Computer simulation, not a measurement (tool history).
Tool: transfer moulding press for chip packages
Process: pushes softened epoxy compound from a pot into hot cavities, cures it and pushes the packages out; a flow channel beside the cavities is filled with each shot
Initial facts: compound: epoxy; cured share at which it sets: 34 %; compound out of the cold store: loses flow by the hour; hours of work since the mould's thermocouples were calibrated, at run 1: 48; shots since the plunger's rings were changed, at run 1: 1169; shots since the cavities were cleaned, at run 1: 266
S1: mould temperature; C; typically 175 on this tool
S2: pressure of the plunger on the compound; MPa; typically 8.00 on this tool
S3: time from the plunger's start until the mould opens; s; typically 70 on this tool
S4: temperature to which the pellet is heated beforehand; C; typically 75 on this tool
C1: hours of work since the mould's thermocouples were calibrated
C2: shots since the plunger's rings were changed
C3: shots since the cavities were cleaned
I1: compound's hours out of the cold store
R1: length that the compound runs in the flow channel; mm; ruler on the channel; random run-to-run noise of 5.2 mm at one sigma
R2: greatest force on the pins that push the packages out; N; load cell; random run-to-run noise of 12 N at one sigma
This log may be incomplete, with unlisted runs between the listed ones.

{"run": 1, "day": 0.0, "S1": 175, "S2": 8.0, "S3": 70, "S4": 75, "C1": 48, "C2": 1169, "C3": 266, "I1": 42.2, "R1": 567, "R2": 771}
{"run": 2, "day": 0.333, "S1": 175, "S2": 8.0, "S3": 70, "S4": 77, "C1": 52, "C2": 1262, "C3": 359, "I1": 37.4, "R1": 571, "R2": 799}
{"run": 3, "day": 0.929, "S1": 175, "S2": 8.0, "S3": 70, "S4": 77, "C1": 58, "C2": 1428, "C3": 525, "I1": 44.7, "R1": 547, "R2": 843}
{"day": 1.292, "done": "cavities cleaned with cleaning compound and waxed"}
{"run": 4, "day": 1.292, "S1": 175, "S2": 8.0, "S3": 70, "S4": 77, "C1": 62, "C2": 1511, "C3": 0, "I1": 10.8, "R1": 655, "R2": 634}
{"run": 5, "day": 1.625, "S1": 175, "S2": 8.0, "S3": 70, "S4": 77, "C1": 65, "C2": 1604, "C3": 93, "I1": 31.5, "R1": 588, "R2": 655}
{"run": 6, "day": 2.183, "S1": 175, "S2": 6.29, "S3": 70, "S4": 75, "C1": 71, "C2": 1760, "C3": 249, "I1": 23.9, "R1": 552, "R2": 778}
{"run": 7, "day": 2.546, "S1": 175, "S2": 6.29, "S3": 70, "S4": 65, "C1": 75, "C2": 1860, "C3": 349, "I1": 30.8, "R1": 522, "R2": 797}
{"run": 8, "day": 2.817, "S1": 175, "S2": 8.0, "S3": 70, "S4": 81, "C1": 78, "C2": 1936, "C3": 425, "I1": 24.6, "R1": 606, "R2": 835}
{"run": 9, "day": 3.408, "S1": 175, "S2": 8.0, "S3": 70, "S4": 81, "C1": 84, "C2": 2101, "C3": 590, "I1": 36.8, "R1": 561, "R2": 885}
{"day": 3.533, "done": "cavities cleaned with cleaning compound and waxed"}
{"run": 10, "day": 3.871, "S1": 175, "S2": 6.8, "S3": 70, "S4": 81, "C1": 89, "C2": 2212, "C3": 93, "I1": 21.2, "R1": 564, "R2": 667}
{"run": 11, "day": 4.454, "S1": 175, "S2": 8.0, "S3": 70, "S4": 70, "C1": 95, "C2": 2375, "C3": 256, "I1": 31.5, "R1": 588, "R2": 773}
{"run": 12, "day": 4.888, "S1": 175, "S2": 7.63, "S3": 70, "S4": 75, "C1": 100, "C2": 2496, "C3": 377, "I1": 21.8, "R1": 598, "R2": 858}
{"run": 13, "day": 5.346, "S1": 175, "S2": 7.48, "S3": 70, "S4": 75, "C1": 105, "C2": 2624, "C3": 505, "I1": 17.2, "R1": 599, "R2": 891}
{"day": 5.758, "done": "cavities cleaned with cleaning compound and waxed"}
{"run": 14, "day": 5.808, "S1": 175, "S2": 7.48, "S3": 70, "S4": 75, "C1": 109, "C2": 2736, "C3": 15, "I1": 45.7, "R1": 532, "R2": 590}
{"run": 15, "day": 6.358, "S1": 174, "S2": 8.0, "S3": 96, "S4": 75, "C1": 115, "C2": 2888, "C3": 167, "I1": 28.6, "R1": 586, "R2": 554}

Run 16 is up next; what results do you expect?
{"run": 16, "day": 6.942, "S1": 168, "S2": 7.5, "S3": 96, "S4": 75, "C1": 121, "C2": 3051, "C3": 330, "I1": 32.1, "R1": "?", "R2": "?"}

R1: 572 mm
R2: 702 N
Without the tool's hidden state the same run would have given R1 594 mm, R2 519 N.

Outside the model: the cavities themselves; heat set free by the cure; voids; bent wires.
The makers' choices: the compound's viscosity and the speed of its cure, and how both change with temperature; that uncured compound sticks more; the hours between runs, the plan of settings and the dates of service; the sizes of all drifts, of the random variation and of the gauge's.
